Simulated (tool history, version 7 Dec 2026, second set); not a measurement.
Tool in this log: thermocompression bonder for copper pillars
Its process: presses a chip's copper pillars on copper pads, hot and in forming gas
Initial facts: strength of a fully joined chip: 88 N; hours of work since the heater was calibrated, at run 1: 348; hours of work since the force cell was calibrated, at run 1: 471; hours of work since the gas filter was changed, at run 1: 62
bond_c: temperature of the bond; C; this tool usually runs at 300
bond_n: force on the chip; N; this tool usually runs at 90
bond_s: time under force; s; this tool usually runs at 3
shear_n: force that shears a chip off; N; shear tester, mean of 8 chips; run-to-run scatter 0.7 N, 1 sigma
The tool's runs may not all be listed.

| run | hour | bond_c | bond_n | bond_s | hours of work since the heater was calibrated | hours of work since the force cell was calibrated | hours of work since the gas filter was changed | shear_n |
|---|---|---|---|---|---|---|---|---|
| 1 | 0 | 300 | 90 | 3 | 348 | 471 | 62 | 46.2 |
| 2 | 22 | 300 | 90 | 3 | 361 | 483 | 74 | 44.7 |
| 3 | 52.7 | 300 | 90 | 3 | 378 | 500 | 92 | 46.8 |
| 4 | 90.2 | 300 | 90 | 3 | 399 | 521 | 112 | 45.5 |
|  | 105.8 | forming gas filter changed |
| 5 | 126.1 | 308 | 90 | 3 | 419 | 541 | 11 | 53.2 |
| 6 | 153.1 | 300 | 90 | 3 | 434 | 556 | 26 | 47.7 |
| 7 | 192.6 | 300 | 90 | 3 | 456 | 578 | 48 | 48.3 |
| 8 | 226.8 | 300 | 90 | 3 | 475 | 597 | 67 | 46 |
| 9 | 254.7 | 300 | 90 | 3 | 490 | 612 | 83 | 46.9 |
| 10 | 290.2 | 300 | 90 | 3 | 510 | 632 | 103 | 44.8 |
|  | 323.6 | forming gas filter changed |
| 11 | 331.2 | 300 | 90 | 3 | 533 | 655 | 4 | 49.2 |
|  | 336.9 | heater calibrated with a thermocouple chip |
| 12 | 350.6 | 300 | 90 | 3 | 8 | 664 | 14 | 49.7 |
| 13 | 381.4 | 300 | 90 | 3 | 25 | 681 | 31 | 48.4 |
| 14 | 412.3 | 300 | 90 | 3 | 42 | 699 | 48 | 47.4 |
| 15 | 431.7 | 300 | 90 | 3 | 53 | 710 | 59 | 47 |
| 16 | 464.8 | 277 | 90 | 3 | 71 | 728 | 78 | 35.3 |
| 17 | 488.9 | 277 | 90 | 3 | 85 | 741 | 91 | 34.5 |
|  | 495.1 | heater calibrated with a thermocouple chip, once more |
| 18 | 521.7 | 300 | 99 | 3 | 15 | 759 | 108 | 50.7 |
| 19 | 539.5 | 302 | 90 | 5 | 25 | 769 | 118 | 53.9 |
|  | 544.2 | forming gas filter changed |
| 20 | 579.6 | 302 | 63 | 5 | 47 | 791 | 20 | 42.6 |
| 21 | 602.9 | 307 | 100 | 5 | 60 | 804 | 33 | 64.3 |
| 22 | 638.5 | 307 | 100 | 5 | 80 | 823 | 53 | 63.7 |
| 23 | 676.2 | 279 | 100 | 5 | 101 | 844 | 74 | 48.3 |
| 24 | 710.5 | 296 | 116 | 7 | 120 | 864 | 93 | 67.7 |
| 25 | 751.1 | 296 | 116 | 7 | 142 | 886 | 115 | 65.9 |
|  | 760.7 | forming gas filter changed |
| 26 | 778.4 | 296 | 116 | 7 | 157 | 901 | 10 | 73.2 |
| 27 | 798.1 | 270 | 63 | 3 | 168 | 912 | 21 | 22.4 |
| 28 | 834.3 | 303 | 60 | 2 | 189 | 932 | 41 | 27.9 |
| 29 | 861.8 | 289 | 107 | 3 | 204 | 948 | 56 | 50.7 |
| 30 | 879.9 | 289 | 107 | 3 | 214 | 958 | 66 | 50.1 |
| 31 | 915.8 | 283 | 63 | 3 | 234 | 978 | 86 | 25.8 |
| 32 | 950.9 | 283 | 63 | 3 | 254 | 997 | 106 | 25.9 |
|  | 979.1 | forming gas filter changed |
| 33 | 991.8 | 316 | 99 | 3 | 276 | 1020 | 7 | 63 |
| 34 | 1020.9 | 300 | 90 | 8 | 292 | 1036 | 23 | 65.8 |
| 35 | 1051.6 | 300 | 90 | 8 | 309 | 1053 | 40 | 64.4 |

Difference, measured minus no-hidden-state, one row per run. Run-to-run variation is common to both terms; the gauge's own scatter need not be:
Hidden state present: true temperature of the bond over the reading, C; force that reaches the chip, % of what is set; oxide that the forming gas leaves, % of the face; drift of the gauge itself on shear_n, %.
| run | shear_n |
|---|---|
| 1 | -1.6 |
| 2 | -2 |
| 3 | -2.9 |
| 4 | -3.8 |
| 5 | +0.5 |
| 6 | +0 |
| 7 | -1 |
| 8 | -1.8 |
| 9 | -2.5 |
| 10 | -3.3 |
| 11 | +1 |
| 12 | +0.4 |
| 13 | -0.3 |
| 14 | -1.1 |
| 15 | -1.6 |
| 16 | -1.7 |
| 17 | -2.2 |
| 18 | -3.1 |
| 19 | -4 |
| 20 | +1.3 |
| 21 | +0.1 |
| 22 | -1.1 |
| 23 | -1.1 |
| 24 | -4.2 |
| 25 | -5.6 |
| 26 | +1.2 |
| 27 | +0.9 |
| 28 | +0.6 |
| 29 | -0.3 |
| 30 | -0.8 |
| 31 | -0.5 |
| 32 | -1 |
| 33 | +2.1 |
| 34 | +1.1 |
| 35 | +0.1 |
